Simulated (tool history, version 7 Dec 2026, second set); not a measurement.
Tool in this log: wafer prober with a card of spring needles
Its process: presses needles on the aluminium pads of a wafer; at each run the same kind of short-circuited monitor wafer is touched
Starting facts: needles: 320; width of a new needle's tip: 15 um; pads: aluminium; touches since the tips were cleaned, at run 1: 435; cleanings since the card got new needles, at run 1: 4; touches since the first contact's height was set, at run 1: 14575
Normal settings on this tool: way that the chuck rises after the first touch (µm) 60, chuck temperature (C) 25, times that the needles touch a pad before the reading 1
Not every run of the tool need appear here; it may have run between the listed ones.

run   hour  way that the chuck rises after the first touch (µm)  chuck temperature (C)  times that the needles touch a pad before the reading  touches since the tips were cleaned  cleanings since the card got new needles  touches since the first contact's height was set  resistance of one needle with its contact and lead (mohm)  way that a needle slides on the pad (µm)
  1      0                                                   60                     25                                                      1                                  435                                         4                                             14575                                                        131                                      7.96
  2    7.8                                                   60                     25                                                      1                                 2769                                         4                                             16909                                                        177                                      7.91
         9  -- tips cleaned on abrasive film
      19.2  -- tips cleaned on abrasive film
  3   24.7                                                   60                     25                                                      1                                 1649                                         6                                             21910                                                        162                                      8.02
      29.6  -- tips cleaned on abrasive film
      39.7  -- tips cleaned on abrasive film
  4   43.6                                                   60                     25                                                      1                                 1183                                         8                                             27527                                                        154                                         8
      50.5  -- tips cleaned on abrasive film
  5   58.7                                                   60                     25                                                      1                                 2465                                         9                                             32015                                                        179                                      7.98
        61  -- tips cleaned on abrasive film
      71.1  -- tips cleaned on abrasive film
  6   72.1                                                   52                     25                                                      1                                  314                                        11                                             35982                                                        132                                      6.86
      80.9  -- tips cleaned on abrasive film
  7   86.5                                                   52                     25                                                      1                                 1667                                        12                                             40255                                                        179                                      6.87
      90.7  -- tips cleaned on abrasive film
  8   99.2                                                   52                     25                                                      1                                 2539                                        13                                             44029                                                        200                                      6.97
     100.7  -- tips cleaned on abrasive film
     111.7  -- tips cleaned on abrasive film
  9  117.1                                                   52                     25                                                      1                                 1615                                        15                                             49346                                                        181                                      6.81
       122  -- tips cleaned on abrasive film
     132.1  -- tips cleaned on abrasive film
 10  135.4                                                   66                     25                                                      1                                  990                                        17                                             54785                                                        142                                      8.65
     142.5  -- tips cleaned on abrasive film
 11  147.3                                                   66                     25                                                      1                                 1411                                        18                                             58293                                                        147                                      8.72
     153.3  -- tips cleaned on abrasive film
 12  161.8                                                   66                     25                                                      1                                 2540                                        19                                             62614                                                        171                                      8.76
     163.4  -- tips cleaned on abrasive film
 13    171                                                   66                     25                                                      1                                 2277                                        20                                             65342                                                        159                                      8.75
     174.5  -- tips cleaned on abrasive film
 14  183.6                                                   66                     25                                                      1                                 2753                                        21                                             69113                                                        171                                      8.61
       185  -- tips cleaned on abrasive film
     195.8  -- tips cleaned on abrasive film
 15  198.9                                                   66                     25                                                      1                                  922                                        23                                             73620                                                        142                                      8.61
     206.8  -- tips cleaned on abrasive film
 16  210.9                                                   50                     25                                                      1                                 1238                                        24                                             77195                                                        178                                      6.44
     216.6  -- tips cleaned on abrasive film
     226.8  -- tips cleaned on abrasive film
 17  229.1                                                   40                     25                                                      2                                  691                                        26                                             82601                                                        156                                      5.12
     237.7  -- tips cleaned on abrasive film
 18  239.6                                                   42                     25                                                      1                                  586                                        27                                             85719                                                        167                                      5.36
     248.2  -- tips cleaned on abrasive film
 19  251.8                                                   42                     25                                                      1                                 1070                                        28                                             89335                                                        192                                      5.41
     258.8  -- tips cleaned on abrasive film
 20  267.7                                                   42                     25                                                      1                                 2657                                        29                                             94053                                                        249                                      5.31
     269.4  -- tips cleaned on abrasive film
 21  278.1                                                   42                     25                                                      1                                 2621                                        30                                             97159                                                        253                                       5.3
     280.2  -- tips cleaned on abrasive film
     290.1  -- tips cleaned on abrasive film
 22  295.8                                                   51                     25                                                      2                                 1714                                        32                                            102405                                                        162                                      6.56
     300.3  -- tips cleaned on abrasive film
 23  307.7                                                   74                     25                                                      2                                 2225                                        33                                            105937                                                        139                                      9.65
     310.4  -- tips cleaned on abrasive film
     320.8  -- tips cleaned on abrasive film
 24  322.2                                                   60                     25                                                      1                                  417                                        35                                            110218                                                        132                                      7.78
     330.7  -- tips cleaned on abrasive film
 25    335                                                   48                     42                                                      1                                 1297                                        36                                            114026                                                        191                                      6.14

Hidden state or all else? Some run-to-run changes of resistance of one needle with its contact and lead (mohm), split into what the settings, what came in and random variation would give without the hidden state, and what is left for the hidden state (with any gauge scatter that isn't in both results):
Hidden state present: debris on the tips, nm; way that the needles fall short of the set height, um; tips' diameter, um; drift of the gauge itself on contact_mohm, %; drift of the gauge itself on scrub_um, %.
Run 19 -> 20: tips cleaned on abrasive film. resistance of one needle with its contact and lead (mohm) +57: hidden state +58, all else -1.
Run 21 -> 22: way that the chuck rises after the first touch (µm) 42 -> 51, times that the needles touch a pad before the reading 1 -> 2, tips cleaned on abrasive film, tips cleaned on abrasive film. resistance of one needle with its contact and lead (mohm) -91: hidden state -90, all else -1.
Run 24 -> 25: way that the chuck rises after the first touch (µm) 60 -> 48, chuck temperature (C) 25 -> 42, tips cleaned on abrasive film. resistance of one needle with its contact and lead (mohm) +59: hidden state +52, all else +7.
